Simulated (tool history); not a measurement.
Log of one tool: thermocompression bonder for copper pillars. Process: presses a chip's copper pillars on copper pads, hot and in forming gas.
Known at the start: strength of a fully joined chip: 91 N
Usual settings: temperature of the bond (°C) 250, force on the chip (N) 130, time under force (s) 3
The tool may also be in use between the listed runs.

| run | hour | temperature of the bond (°C) | force on the chip (N) | time under force (s) | force that shears a chip off (N) |
|---|---|---|---|---|---|
| 1 | 0.0 | 250 | 130 | 3 | 43.0 |
| 2 | 7.1 | 250 | 130 | 3 | 43.2 |
| 3 | 13.8 | 250 | 130 | 3 | 43.1 |
| 4 | 24.5 | 250 | 130 | 3 | 43.3 |
| 5 | 29.5 | 250 | 130 | 3 | 43.1 |
| 6 | 36.9 | 250 | 130 | 3 | 43.6 |
| 7 | 45.6 | 250 | 130 | 3 | 43.4 |
| 8 | 52.7 | 250 | 130 | 9 | 60.9 |
| 9 | 59.4 | 230 | 130 | 3 | 30.3 |
| 10 | 70.0 | 250 | 130 | 3 | 43.4 |
| 11 | 78.6 | 250 | 130 | 2 | 37.6 |
| 12 | 86.5 | 250 | 130 | 2 | 36.8 |
| 13 | 96.8 | 250 | 130 | 3 | 43.8 |
| 14 | 103.3 | 250 | 137 | 3 | 45.5 |
| 15 | 110.0 | 250 | 130 | 3 | 43.6 |
| 16 | 120.6 | 250 | 130 | 3 | 43.0 |
| 17 | 126.7 | 250 | 130 | 3 | 42.7 |
| 18 | 137.3 | 250 | 112 | 3 | 36.7 |
| 19 | 144.3 | 229 | 91 | 3 | 19.1 |
| 20 | 149.2 | 229 | 91 | 3 | 18.9 |
| 21 | 155.7 | 269 | 167 | 3 | 67.6 |
| 22 | 164.8 | 264 | 169 | 3 | 65.6 |
| 23 | 171.1 | 231 | 178 | 2 | 38.3 |
| 24 | 177.3 | 247 | 85 | 2 | 21.0 |
| 25 | 187.2 | 247 | 85 | 2 | 21.1 |
| 26 | 192.0 | 250 | 102 | 5 | 39.7 |
| 27 | 201.9 | 227 | 137 | 3 | 30.8 |
| 28 | 210.0 | 251 | 116 | 3 | 38.7 |
| 29 | 218.1 | 267 | 111 | 3 | 46.1 |
| 30 | 223.2 | 225 | 120 | 6 | 33.1 |
| 31 | 233.0 | 238 | 78 | 3 | 18.3 |
| 32 | 243.1 | 238 | 78 | 3 | 19.1 |

Not shown: 2 entries that the log had between the listed runs. Between which runs, and how does the tool's hidden state differ before and after?
Between runs 11 and 12: forming gas filter changed (hour 81.7)
  oxide that the forming gas leaves, % of the face: 0.65 -> 0.51
Between runs 30 and 31: forming gas filter changed (hour 232.2)
  oxide that the forming gas leaves, % of the face: 0.65 -> 0.5

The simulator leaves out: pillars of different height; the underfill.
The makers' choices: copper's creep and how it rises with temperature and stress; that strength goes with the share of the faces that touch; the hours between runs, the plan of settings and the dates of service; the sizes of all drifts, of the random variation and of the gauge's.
